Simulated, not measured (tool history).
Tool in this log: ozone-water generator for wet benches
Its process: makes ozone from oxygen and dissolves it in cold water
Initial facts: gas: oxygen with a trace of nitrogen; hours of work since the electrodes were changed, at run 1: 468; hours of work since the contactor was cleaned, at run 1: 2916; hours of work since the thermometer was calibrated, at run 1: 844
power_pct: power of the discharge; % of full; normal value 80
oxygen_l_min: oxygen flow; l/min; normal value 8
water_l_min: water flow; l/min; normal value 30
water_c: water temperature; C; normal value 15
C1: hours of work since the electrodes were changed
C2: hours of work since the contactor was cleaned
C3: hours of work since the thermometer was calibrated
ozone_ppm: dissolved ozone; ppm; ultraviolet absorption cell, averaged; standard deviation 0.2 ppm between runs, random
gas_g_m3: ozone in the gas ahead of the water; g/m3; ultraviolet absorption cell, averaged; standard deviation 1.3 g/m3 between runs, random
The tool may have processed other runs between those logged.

{"run": 1, "hour": 0.0, "power_pct": 80, "oxygen_l_min": 8, "water_l_min": 30, "water_c": 15, "C1": 468, "C2": 2916, "C3": 844, "ozone_ppm": 28, "gas_g_m3": 243.2}
{"run": 2, "hour": 140.3, "power_pct": 80, "oxygen_l_min": 8, "water_l_min": 30, "water_c": 15, "C1": 583, "C2": 3031, "C3": 959, "ozone_ppm": 27.5, "gas_g_m3": 245.1}
{"run": 3, "hour": 237.8, "power_pct": 80, "oxygen_l_min": 8, "water_l_min": 19, "water_c": 15, "C1": 663, "C2": 3111, "C3": 1040, "ozone_ppm": 38.6, "gas_g_m3": 245.4}
{"run": 4, "hour": 349.8, "power_pct": 80, "oxygen_l_min": 8, "water_l_min": 30, "water_c": 10, "C1": 756, "C2": 3204, "C3": 1132, "ozone_ppm": 29.4, "gas_g_m3": 246.1}
{"run": 5, "hour": 463.3, "power_pct": 80, "oxygen_l_min": 8, "water_l_min": 30, "water_c": 10, "C1": 849, "C2": 3297, "C3": 1225, "ozone_ppm": 28.7, "gas_g_m3": 242.7}
{"run": 6, "hour": 567.9, "power_pct": 80, "oxygen_l_min": 4.64, "water_l_min": 30, "water_c": 15, "C1": 935, "C2": 3383, "C3": 1311, "ozone_ppm": 25.7, "gas_g_m3": 316.9}
{"hour": 581.9, "done": "contactor cleaned"}
{"run": 7, "hour": 665.3, "power_pct": 80, "oxygen_l_min": 4.64, "water_l_min": 30, "water_c": 15, "C1": 1012, "C2": 69, "C3": 1388, "ozone_ppm": 24.8, "gas_g_m3": 317.7}
{"run": 8, "hour": 745.4, "power_pct": 80, "oxygen_l_min": 4.64, "water_l_min": 30, "water_c": 15, "C1": 1078, "C2": 135, "C3": 1454, "ozone_ppm": 24.9, "gas_g_m3": 317.7}
{"run": 9, "hour": 818.8, "power_pct": 80, "oxygen_l_min": 8, "water_l_min": 30, "water_c": 15, "C1": 1138, "C2": 195, "C3": 1515, "ozone_ppm": 26.8, "gas_g_m3": 241.8}
{"run": 10, "hour": 968.6, "power_pct": 80, "oxygen_l_min": 8, "water_l_min": 42, "water_c": 12, "C1": 1262, "C2": 318, "C3": 1638, "ozone_ppm": 20.5, "gas_g_m3": 242.8}
{"run": 11, "hour": 1068.8, "power_pct": 80, "oxygen_l_min": 4.04, "water_l_min": 30, "water_c": 7, "C1": 1344, "C2": 401, "C3": 1720, "ozone_ppm": 25.6, "gas_g_m3": 338.3}
{"run": 12, "hour": 1174.8, "power_pct": 42, "oxygen_l_min": 4.04, "water_l_min": 20, "water_c": 19, "C1": 1431, "C2": 488, "C3": 1808, "ozone_ppm": 23.3, "gas_g_m3": 242.6}
{"run": 13, "hour": 1315.4, "power_pct": 60, "oxygen_l_min": 5.4, "water_l_min": 19, "water_c": 12, "C1": 1547, "C2": 604, "C3": 1923, "ozone_ppm": 32.4, "gas_g_m3": 253.6}
{"run": 14, "hour": 1467.6, "power_pct": 60, "oxygen_l_min": 5.4, "water_l_min": 35, "water_c": 14, "C1": 1672, "C2": 729, "C3": 2049, "ozone_ppm": 18.8, "gas_g_m3": 252.4}
{"run": 15, "hour": 1548.6, "power_pct": 84, "oxygen_l_min": 6.75, "water_l_min": 35, "water_c": 14, "C1": 1739, "C2": 796, "C3": 2115, "ozone_ppm": 23.2, "gas_g_m3": 266.5}
{"hour": 1608.9, "done": "contactor cleaned, once more"}
{"run": 16, "hour": 1718.4, "power_pct": 84, "oxygen_l_min": 6.75, "water_l_min": 35, "water_c": 14, "C1": 1876, "C2": 90, "C3": 2252, "ozone_ppm": 24.8, "gas_g_m3": 265.9}
{"run": 17, "hour": 1853.1, "power_pct": 55, "oxygen_l_min": 6.75, "water_l_min": 23, "water_c": 14, "C1": 1986, "C2": 201, "C3": 2363, "ozone_ppm": 27.6, "gas_g_m3": 214.7}
{"run": 18, "hour": 1937.2, "power_pct": 50, "oxygen_l_min": 8, "water_l_min": 30, "water_c": 15, "C1": 2056, "C2": 270, "C3": 2432, "ozone_ppm": 21.7, "gas_g_m3": 188.4}

Selected run-to-run steps in ozone_ppm, each split into two signed amounts: the part the tool would show with no hidden state at all (from settings, incoming material and random variation), and the remainder, which goes to the hidden state together with any gauge scatter not common to the measured and the hidden-state-free results:
Hidden conditions of the tool in this case: yield of the discharge, % of new electrodes'; contactor's efficiency, % of a clean one's; true water temperature over the reading, C; drift of the gauge itself on ozone_ppm, %; drift of the gauge itself on gas_g_m3, %.
Run 13 -> 14: water_l_min 19 -> 35, water_c 12 -> 14. ozone_ppm -13.6 ppm: hidden state +0.8, all else -14.4.
Run 15 -> 16: contactor cleaned, once more. ozone_ppm +1.6 ppm: hidden state +1.3, all else +0.3.

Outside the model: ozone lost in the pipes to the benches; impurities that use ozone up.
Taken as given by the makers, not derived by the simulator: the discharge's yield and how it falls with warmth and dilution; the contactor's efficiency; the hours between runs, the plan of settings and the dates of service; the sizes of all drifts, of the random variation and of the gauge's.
